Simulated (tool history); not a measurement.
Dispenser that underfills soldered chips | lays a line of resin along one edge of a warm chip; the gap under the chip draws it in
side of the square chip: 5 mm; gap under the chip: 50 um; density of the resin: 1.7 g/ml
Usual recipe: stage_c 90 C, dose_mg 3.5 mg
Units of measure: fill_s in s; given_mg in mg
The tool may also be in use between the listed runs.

Run 1, hour 0: usual settings. Result: fill_s 33.5 s, given_mg 3.48 mg.
Run 2, hour 12.4: usual settings. Result: fill_s 41.8 s, given_mg 3.47 mg.
Run 3, hour 23.4: usual settings. Result: fill_s 48.6 s, given_mg 3.44 mg.
Run 4, hour 30.9: usual settings. Result: fill_s 48.2 s, given_mg 3.41 mg.
Run 5, hour 45.6: usual settings but dose_mg 4.19 mg. Result: fill_s 40.1 s, given_mg 4.06 mg.
Run 6, hour 54: usual settings but dose_mg 4.19 mg. Result: fill_s 38.8 s, given_mg 4.16 mg.
Run 7, hour 68.9: usual settings but dose_mg 4.19 mg. Result: fill_s 33.4 s, given_mg 4.14 mg.
Run 8, hour 78.7: usual settings but stage_c 104 C. Result: fill_s 21.9 s, given_mg 3.46 mg.
Run 9, hour 86.7: usual settings. Result: fill_s 34.6 s, given_mg 3.41 mg.
Run 10, hour 97: usual settings. Result: fill_s 36.5 s, given_mg 3.41 mg.
Run 11, hour 114.7: usual settings but dose_mg 3.7 mg. Result: fill_s 35.3 s, given_mg 3.7 mg.
Run 12, hour 130.4: usual settings but dose_mg 3.7 mg. Result: fill_s 33.2 s, given_mg 3.68 mg.
Run 13, hour 140.4: usual settings but dose_mg 3.93 mg. Result: fill_s 35.2 s, given_mg 3.9 mg.
Run 14, hour 150.7: usual settings but dose_mg 3.93 mg. Result: fill_s 40.3 s, given_mg 3.88 mg.
Run 15, hour 161.2: usual settings but stage_c 101 C. Result: fill_s 32.5 s, given_mg 3.43 mg.
Run 16, hour 168.6: usual settings but stage_c 101 C. Result: fill_s 29.9 s, given_mg 3.41 mg.
Run 17, hour 182.6: usual settings but stage_c 101 C. Result: fill_s 23.6 s, given_mg 3.49 mg.
Run 18, hour 195.8: usual settings but stage_c 101 C. Result: fill_s 31.5 s, given_mg 3.46 mg.
Run 19, hour 203.1: usual settings but stage_c 78 C, dose_mg 4.36 mg. Result: fill_s 65.8 s, given_mg 4.3 mg.
Run 20, hour 213.7: usual settings but stage_c 78 C, dose_mg 4.36 mg. Result: fill_s 73.3 s, given_mg 4.25 mg.
Run 21, hour 224.6: usual settings but stage_c 93 C, dose_mg 3.1 mg. Result: fill_s 31.3 s, given_mg 3.04 mg.
Run 22, hour 238.4: usual settings but stage_c 102 C, dose_mg 4.21 mg. Result: fill_s 28 s, given_mg 4.21 mg.
Run 23, hour 246.6: usual settings but stage_c 104 C, dose_mg 3.69 mg. Result: fill_s 26.7 s, given_mg 3.66 mg.
Run 24, hour 254.5: usual settings but stage_c 82 C, dose_mg 3.21 mg. Result: fill_s 56.3 s, given_mg 3.15 mg.
Run 25, hour 268.4: usual settings but stage_c 82 C, dose_mg 3.21 mg. Result: fill_s 50 s, given_mg 3.16 mg.
Run 26, hour 278.7: usual settings but stage_c 82 C, dose_mg 3.21 mg. Result: fill_s 55.5 s, given_mg 3.14 mg.
Run 27, hour 287.5: usual settings but stage_c 97 C, dose_mg 4.27 mg. Result: fill_s 31.4 s, given_mg 4.16 mg.
Run 28, hour 299.2: usual settings but stage_c 96 C, dose_mg 3.14 mg. Result: fill_s 37.1 s, given_mg 3.12 mg.
Run 29, hour 315.5: usual settings but stage_c 96 C, dose_mg 3.14 mg. Result: fill_s 35.9 s, given_mg 3.13 mg.
Run 30, hour 331.6: usual settings but stage_c 99 C, dose_mg 3.31 mg. Result: fill_s 28.8 s, given_mg 3.23 mg.
Run 31, hour 346.7: usual settings but stage_c 99 C, dose_mg 3.31 mg. Result: fill_s 25.3 s, given_mg 3.24 mg.
Run 32, hour 357.8: usual settings but stage_c 99 C, dose_mg 3.12 mg. Result: fill_s 25.6 s, given_mg 3.01 mg.
Run 33, hour 372.5: usual settings but dose_mg 3.84 mg. Result: fill_s 45 s, given_mg 3.82 mg.

Withheld: 49 entries from between the runs. Position of each, and hidden state at the listed run before versus the listed run after:
Run 1 -> run 2: new syringe of resin (hour 7.8)
  resin's viscosity, % of fresh resin's: 102.5 -> 131.3; dose that the valve gives, % of what is set: 99.57 -> 98.9; true chip temperature over the reading, C: -0.52 -> -0.56
  difference, measured minus the result without the unlogged condition, fill_s: +1.4 -> +10.7 s; given_mg: -0.01 -> -0.04 mg
Run 2 -> run 3: new syringe of resin (hour 16.3)
  resin's viscosity, % of fresh resin's: 131.3 -> 152.7; dose that the valve gives, % of what is set: 98.9 -> 98.32; true chip temperature over the reading, C: -0.56 -> -0.59
  difference, measured minus the result without the unlogged condition, fill_s: +10.7 -> +17.4 s; given_mg: -0.04 -> -0.06 mg
Run 3 -> run 4: new syringe of resin (hour 24.4)
  resin's viscosity, % of fresh resin's: 152.7 -> 145.2; dose that the valve gives, % of what is set: 98.32 -> 97.86; true chip temperature over the reading, C: -0.59 -> -0.61
  difference, measured minus the result without the unlogged condition, fill_s: +17.4 -> +15.8 s; given_mg: -0.06 -> -0.07 mg
Run 4 -> run 5: new syringe of resin (hour 32.7); new syringe of resin (hour 41.3)
  resin's viscosity, % of fresh resin's: 145.2 -> 125.9; dose that the valve gives, % of what is set: 97.86 -> 97.1; true chip temperature over the reading, C: -0.61 -> -0.66
  difference, measured minus the result without the unlogged condition, fill_s: +15.8 -> +8.9 s; given_mg: -0.07 -> -0.13 mg
Run 5 -> run 6: new syringe of resin (hour 49.6); dispensing valve cleaned and set on the balance (hour 52.8)
  resin's viscosity, % of fresh resin's: 125.9 -> 122.3; dose that the valve gives, % of what is set: 97.1 -> 99.6; true chip temperature over the reading, C: -0.66 -> -0.69
  difference, measured minus the result without the unlogged condition, fill_s: +8.9 -> +7.8 s; given_mg: -0.13 -> -0.02 mg
Run 6 -> run 7: new syringe of resin (hour 59.1); new syringe of resin (hour 68.1)
  resin's viscosity, % of fresh resin's: 122.3 -> 104.7; dose that the valve gives, % of what is set: 99.6 -> 98.79; true chip temperature over the reading, C: -0.69 -> -0.73
  difference, measured minus the result without the unlogged condition, fill_s: +7.8 -> +2.3 s; given_mg: -0.02 -> -0.05 mg
Run 7 -> run 8: new syringe of resin (hour 77.3)
  resin's viscosity, % of fresh resin's: 104.7 -> 107.8; dose that the valve gives, % of what is set: 98.79 -> 98.21; true chip temperature over the reading, C: -0.73 -> -0.76
  difference, measured minus the result without the unlogged condition, fill_s: +2.3 -> +2.1 s; given_mg: -0.05 -> -0.06 mg
Run 8 -> run 9: new syringe of resin (hour 85.7)
  resin's viscosity, % of fresh resin's: 107.8 -> 105.9; dose that the valve gives, % of what is set: 98.21 -> 97.75; true chip temperature over the reading, C: -0.76 -> -0.79
  difference, measured minus the result without the unlogged condition, fill_s: +2.1 -> +2.9 s; given_mg: -0.06 -> -0.08 mg
Run 9 -> run 10: new syringe of resin (hour 94.8)
  resin's viscosity, % of fresh resin's: 105.9 -> 111.8; dose that the valve gives, % of what is set: 97.75 -> 97.17; true chip temperature over the reading, C: -0.79 -> -0.82
  difference, measured minus the result without the unlogged condition, fill_s: +2.9 -> +4.9 s; given_mg: -0.08 -> -0.1 mg
Run 10 -> run 11: new syringe of resin (hour 103.1); new syringe of resin (hour 112.2); dispensing valve cleaned and set on the balance (hour 114.1)
  resin's viscosity, % of fresh resin's: 111.8 -> 110.4; dose that the valve gives, % of what is set: 97.17 -> 100.16; true chip temperature over the reading, C: -0.82 -> -0.87
  difference, measured minus the result without the unlogged condition, fill_s: +4.9 -> +4.3 s; given_mg: -0.1 -> +0 mg
Run 11 -> run 12: new syringe of resin (hour 121.7); new syringe of resin (hour 129.9)
  resin's viscosity, % of fresh resin's: 110.4 -> 101.7; dose that the valve gives, % of what is set: 100.16 -> 99.3; true chip temperature over the reading, C: -0.87 -> -0.92
  difference, measured minus the result without the unlogged condition, fill_s: +4.3 -> +1.7 s; given_mg: +0 -> -0.02 mg
Run 12 -> run 13: new syringe of resin (hour 138.6)
  resin's viscosity, % of fresh resin's: 101.7 -> 110.3; dose that the valve gives, % of what is set: 99.3 -> 98.74; true chip temperature over the reading, C: -0.92 -> -0.96
  difference, measured minus the result without the unlogged condition, fill_s: +1.7 -> +4.4 s; given_mg: -0.02 -> -0.05 mg
Run 13 -> run 14: new syringe of resin (hour 146.9)
  resin's viscosity, % of fresh resin's: 110.3 -> 125.7; dose that the valve gives, % of what is set: 98.74 -> 98.18; true chip temperature over the reading, C: -0.96 -> -0.99
  difference, measured minus the result without the unlogged condition, fill_s: +4.4 -> +9.5 s; given_mg: -0.05 -> -0.07 mg
Run 14 -> run 15: new syringe of resin (hour 155.2)
  resin's viscosity, % of fresh resin's: 125.7 -> 144.7; dose that the valve gives, % of what is set: 98.18 -> 97.64; true chip temperature over the reading, C: -0.99 -> -1.02
  difference, measured minus the result without the unlogged condition, fill_s: +9.5 -> +10.9 s; given_mg: -0.07 -> -0.08 mg
Run 15 -> run 16: new syringe of resin (hour 163.8)
  resin's viscosity, % of fresh resin's: 144.7 -> 131.2; dose that the valve gives, % of what is set: 97.64 -> 97.23; true chip temperature over the reading, C: -1.02 -> -1.05
  difference, measured minus the result without the unlogged condition, fill_s: +10.9 -> +7.9 s; given_mg: -0.08 -> -0.1 mg
Run 16 -> run 17: new syringe of resin (hour 172.4); dispensing valve cleaned and set on the balance (hour 175.5); new syringe of resin (hour 181.5)
  resin's viscosity, % of fresh resin's: 131.2 -> 106.2; dose that the valve gives, % of what is set: 97.23 -> 99.63; true chip temperature over the reading, C: -1.05 -> -1.09
  difference, measured minus the result without the unlogged condition, fill_s: +7.9 -> +2.1 s; given_mg: -0.1 -> -0.02 mg
Run 17 -> run 18: new syringe of resin (hour 189.7)
  resin's viscosity, % of fresh resin's: 106.2 -> 141.8; dose that the valve gives, % of what is set: 99.63 -> 98.93; true chip temperature over the reading, C: -1.09 -> -1.13
  difference, measured minus the result without the unlogged condition, fill_s: +2.1 -> +10.3 s; given_mg: -0.02 -> -0.03 mg
Run 18 -> run 19: new syringe of resin (hour 198.3)
  resin's viscosity, % of fresh resin's: 141.8 -> 131.1; dose that the valve gives, % of what is set: 98.93 -> 98.57; true chip temperature over the reading, C: -1.13 -> -1.15
  difference, measured minus the result without the unlogged condition, fill_s: +10.3 -> +17.8 s; given_mg: -0.03 -> -0.06 mg
Run 19 -> run 20: new syringe of resin (hour 207.5)
  resin's viscosity, % of fresh resin's: 131.1 -> 145.7; dose that the valve gives, % of what is set: 98.57 -> 98; true chip temperature over the reading, C: -1.15 -> -1.18
  difference, measured minus the result without the unlogged condition, fill_s: +17.8 -> +25.2 s; given_mg: -0.06 -> -0.08 mg
Run 20 -> run 21: new syringe of resin (hour 216.6); new syringe of resin (hour 224.6)
  resin's viscosity, % of fresh resin's: 145.7 -> 101.6; dose that the valve gives, % of what is set: 98 -> 97.38; true chip temperature over the reading, C: -1.18 -> -1.22
  difference, measured minus the result without the unlogged condition, fill_s: +25.2 -> +1.9 s; given_mg: -0.08 -> -0.08 mg
Run 21 -> run 22: new syringe of resin (hour 232.7); dispensing valve cleaned and set on the balance (hour 236.9)
  resin's viscosity, % of fresh resin's: 101.6 -> 131.7; dose that the valve gives, % of what is set: 97.38 -> 99.93; true chip temperature over the reading, C: -1.22 -> -1.26
  difference, measured minus the result without the unlogged condition, fill_s: +1.9 -> +7.6 s; given_mg: -0.08 -> -0.01 mg
Run 22 -> run 23: new syringe of resin (hour 241.7)
  resin's viscosity, % of fresh resin's: 131.7 -> 133; dose that the valve gives, % of what is set: 99.93 -> 99.49; true chip temperature over the reading, C: -1.26 -> -1.29
  difference, measured minus the result without the unlogged condition, fill_s: +7.6 -> +7.5 s; given_mg: -0.01 -> -0.02 mg
Run 23 -> run 24: new syringe of resin (hour 250.1)
  resin's viscosity, % of fresh resin's: 133 -> 128.1; dose that the valve gives, % of what is set: 99.49 -> 99.09; true chip temperature over the reading, C: -1.29 -> -1.32
  difference, measured minus the result without the unlogged condition, fill_s: +7.5 -> +14.6 s; given_mg: -0.02 -> -0.03 mg
Run 24 -> run 25: new syringe of resin (hour 258.3); new syringe of resin (hour 266.3)
  resin's viscosity, % of fresh resin's: 128.1 -> 111.8; dose that the valve gives, % of what is set: 99.09 -> 98.36; true chip temperature over the reading, C: -1.32 -> -1.36
  difference, measured minus the result without the unlogged condition, fill_s: +14.6 -> +7.6 s; given_mg: -0.03 -> -0.06 mg
Run 25 -> run 26: new syringe of resin (hour 275.1)
  resin's viscosity, % of fresh resin's: 111.8 -> 123.3; dose that the valve gives, % of what is set: 98.36 -> 97.78; true chip temperature over the reading, C: -1.36 -> -1.39
  difference, measured minus the result without the unlogged condition, fill_s: +7.6 -> +12.9 s; given_mg: -0.06 -> -0.07 mg
Run 26 -> run 27: new syringe of resin (hour 284.1)
  resin's viscosity, % of fresh resin's: 123.3 -> 122.8; dose that the valve gives, % of what is set: 97.78 -> 97.37; true chip temperature over the reading, C: -1.39 -> -1.42
  difference, measured minus the result without the unlogged condition, fill_s: +12.9 -> +7 s; given_mg: -0.07 -> -0.11 mg
Run 27 -> run 28: new syringe of resin (hour 292.6); dispensing valve cleaned and set on the balance (hour 297.6)
  resin's viscosity, % of fresh resin's: 122.8 -> 137.3; dose that the valve gives, % of what is set: 97.37 -> 99.91; true chip temperature over the reading, C: -1.42 -> -1.45
  difference, measured minus the result without the unlogged condition, fill_s: +7 -> +11.4 s; given_mg: -0.11 -> -0.01 mg
Run 28 -> run 29: new syringe of resin (hour 302.5); new syringe of resin (hour 310.5)
  resin's viscosity, % of fresh resin's: 137.3 -> 133.9; dose that the valve gives, % of what is set: 99.91 -> 98.99; true chip temperature over the reading, C: -1.45 -> -1.51
  difference, measured minus the result without the unlogged condition, fill_s: +11.4 -> +10.5 s; given_mg: -0.01 -> -0.03 mg
Run 29 -> run 30: new syringe of resin (hour 319.7); new syringe of resin (hour 328.6)
  resin's viscosity, % of fresh resin's: 133.9 -> 117.8; dose that the valve gives, % of what is set: 98.99 -> 98.12; true chip temperature over the reading, C: -1.51 -> -1.56
  difference, measured minus the result without the unlogged condition, fill_s: +10.5 -> +5.7 s; given_mg: -0.03 -> -0.07 mg
Run 30 -> run 31: new syringe of resin (hour 337.5); new syringe of resin (hour 346)
  resin's viscosity, % of fresh resin's: 117.8 -> 103.6; dose that the valve gives, % of what is set: 98.12 -> 97.36; true chip temperature over the reading, C: -1.56 -> -1.61
  difference, measured minus the result without the unlogged condition, fill_s: +5.7 -> +2.3 s; given_mg: -0.07 -> -0.08 mg
Run 31 -> run 32: new syringe of resin (hour 355.1); stage's temperature calibrated (hour 357.8)
  resin's viscosity, % of fresh resin's: 103.6 -> 111.2; dose that the valve gives, % of what is set: 97.36 -> 96.82; true chip temperature over the reading, C: -1.61 -> 0.07
  difference, measured minus the result without the unlogged condition, fill_s: +2.3 -> +2.7 s; given_mg: -0.08 -> -0.1 mg
Run 32 -> run 33: dispensing valve cleaned and set on the balance (hour 360.2); new syringe of resin (hour 366.3)
  resin's viscosity, % of fresh resin's: 111.2 -> 143.5; dose that the valve gives, % of what is set: 96.82 -> 99.38; true chip temperature over the reading, C: 0.07 -> 0.02
  difference, measured minus the result without the unlogged condition, fill_s: +2.7 -> +13.7 s; given_mg: -0.1 -> -0.02 mg

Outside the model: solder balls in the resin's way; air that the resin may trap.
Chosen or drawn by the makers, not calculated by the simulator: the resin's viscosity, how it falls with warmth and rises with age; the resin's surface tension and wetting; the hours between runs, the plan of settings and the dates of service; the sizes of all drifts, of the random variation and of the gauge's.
